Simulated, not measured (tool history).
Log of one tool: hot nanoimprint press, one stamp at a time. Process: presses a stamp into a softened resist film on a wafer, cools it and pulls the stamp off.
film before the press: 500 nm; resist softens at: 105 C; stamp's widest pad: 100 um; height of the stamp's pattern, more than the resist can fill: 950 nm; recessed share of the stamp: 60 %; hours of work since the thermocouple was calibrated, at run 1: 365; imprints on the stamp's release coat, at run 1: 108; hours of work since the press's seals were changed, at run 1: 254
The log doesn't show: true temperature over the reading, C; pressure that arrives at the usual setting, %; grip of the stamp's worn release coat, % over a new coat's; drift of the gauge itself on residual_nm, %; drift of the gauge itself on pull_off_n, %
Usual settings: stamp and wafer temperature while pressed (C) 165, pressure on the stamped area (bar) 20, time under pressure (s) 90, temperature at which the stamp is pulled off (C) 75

run,hour,stamp and wafer temperature while pressed (C),pressure on the stamped area (bar),time under pressure (s),temperature at which the stamp is pulled off (C),hours of work since the thermocouple was calibrated,imprints on the stamp's release coat,hours of work since the press's seals were changed,resist left under the stamp's widest pad (Å),greatest force while the stamp is pulled off (N)
1,0,165,20,90,75,365,108,254,1787,193.5
2,12.4,165,20,90,75,371,137,260,1785,195
3,26.1,163,20,90,75,378,170,267,2005,194.9
4,36.5,163,20,90,75,384,195,273,1999,195
5,47.7,159,20,90,75,390,222,279,2490,195.8
6,59.7,165,20,90,75,396,250,285,1795,195.3
7,69.4,165,20,90,75,401,273,290,1785,195.6
8,79.9,165,20,90,61,406,299,295,1768,259.3
9,89.8,165,20,90,75,412,322,300,1784,196.8
10,99.1,165,20,90,75,416,344,305,1781,197.1
11,114.2,165,20,90,75,424,380,313,1771,197.2
# hour 118.5: plate thermocouple calibrated
12,130.5,165,20,100,75,6,412,320,1821,203.5
13,143.1,172,20,90,75,13,442,327,1300,202.6
14,158.5,165,20,90,75,21,479,335,1889,202.5
15,172.2,165,20,90,75,28,512,342,1878,204.8
16,180.5,165,20,92,72,32,532,346,1867,216.8
17,196.2,169,22.3,114,69,40,569,354,1304,231.6
18,210.9,166,22.3,46,69,48,605,362,2128,233
19,222.6,166,22.3,46,69,54,632,368,2116,232.7
20,230.9,171,20,90,75,58,652,372,1356,206.5
# hour 246.9: stamp cleaned and given a new release coat
21,249.5,168,12.7,150,75,65,6,379,1720,196
22,258.8,168,21.3,150,60,70,29,384,1276,261.9
23,272.6,168,21.3,150,60,77,62,391,1271,263.5
24,285.5,172,20,47,75,84,93,397,1633,197.4
25,295.3,172,20,124,75,89,116,403,1139,197.5
26,306.1,172,20,59,69,94,142,408,1507,223.8
27,318.1,172,20,59,69,101,171,414,1510,224.4
28,327.9,172,20,59,69,106,194,420,1501,224.4
29,340.1,172,20,59,69,112,223,426,1497,225.3
30,347.7,165,20,90,65,116,241,430,1870,244.6

4 ways to go on from here, each from the tool as it stands after run 30. What would each give?
A,362.1,165,20,90,61,124,276,437,?,?
B,362.1,176,20,91,65,124,276,437,?,?
C,362.1,165,29.5,154,73,124,276,437,?,?
D,362.1,165,22.7,169,60,124,276,437,?,?

run,resist left under the stamp's widest pad (Å),greatest force while the stamp is pulled off (N)
A,1863,263.5
B,1048,243.8
C,1235,208.8
D,1383,265.4
Without the tool's hidden state the same runs would have given:
run,resist left under the stamp's widest pad (Å),greatest force while the stamp is pulled off (N)
A,1866,259.7
B,1046,240.3
C,1227,206
D,1383,261.5

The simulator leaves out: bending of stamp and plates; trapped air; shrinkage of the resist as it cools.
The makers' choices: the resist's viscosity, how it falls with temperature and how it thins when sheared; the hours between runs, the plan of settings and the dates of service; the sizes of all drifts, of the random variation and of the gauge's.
